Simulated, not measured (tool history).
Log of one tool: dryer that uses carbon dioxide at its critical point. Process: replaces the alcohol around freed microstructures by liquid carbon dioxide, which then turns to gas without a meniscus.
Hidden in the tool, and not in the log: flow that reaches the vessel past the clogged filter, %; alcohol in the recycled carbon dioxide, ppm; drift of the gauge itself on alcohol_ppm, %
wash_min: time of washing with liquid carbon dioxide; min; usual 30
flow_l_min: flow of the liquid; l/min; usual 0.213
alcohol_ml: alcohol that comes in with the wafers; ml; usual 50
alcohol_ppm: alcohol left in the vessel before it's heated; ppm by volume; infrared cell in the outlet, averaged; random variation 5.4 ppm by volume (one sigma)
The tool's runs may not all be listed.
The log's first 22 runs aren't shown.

| run | hour | wash_min | flow_l_min | alcohol_ml | hours of work since the filter was changed | hours of work since the purifier's bed was changed | alcohol_ppm |
|---|---|---|---|---|---|---|---|
|  | 736.7 | inlet filter changed |
| 23 | 756.3 | 48 | 0.334 | 50 | 13 | 289 | 29 |
| 24 | 791.2 | 48 | 0.334 | 50 | 36 | 312 | 34 |
| 25 | 824.6 | 30 | 0.187 | 50 | 57 | 334 | 321 |
| 26 | 868.9 | 48 | 0.34 | 50 | 86 | 363 | 36 |
| 27 | 908 | 48 | 0.34 | 50 | 112 | 389 | 44 |
| 28 | 930.7 | 48 | 0.34 | 50 | 127 | 403 | 46 |
| 29 | 961.4 | 48 | 0.34 | 50 | 147 | 423 | 46 |
| 30 | 991.3 | 20 | 0.219 | 50 | 166 | 443 | 1004 |
| 31 | 1040.7 | 20 | 0.219 | 50 | 199 | 475 | 1035 |
| 32 | 1084.7 | 44 | 0.291 | 50 | 227 | 504 | 56 |
|  | 1123.5 | purifier's bed changed |
| 33 | 1139.5 | 36 | 0.24 | 52 | 261 | 10 | 37 |
| 34 | 1172.6 | 38 | 0.148 | 55 | 283 | 32 | 421 |
| 35 | 1193.6 | 38 | 0.285 | 105 | 297 | 46 | 9 |
| 36 | 1226.5 | 30 | 0.281 | 67 | 318 | 67 | 56 |

Run 37 comes next. What will it give?
| 37 | 1254.8 | 44 | 0.325 | 33 | 337 | 86 | ? |

alcohol_ppm: 16 ppm by volume
Without the tool's hidden state the same run would have given alcohol_ppm 7 ppm by volume.
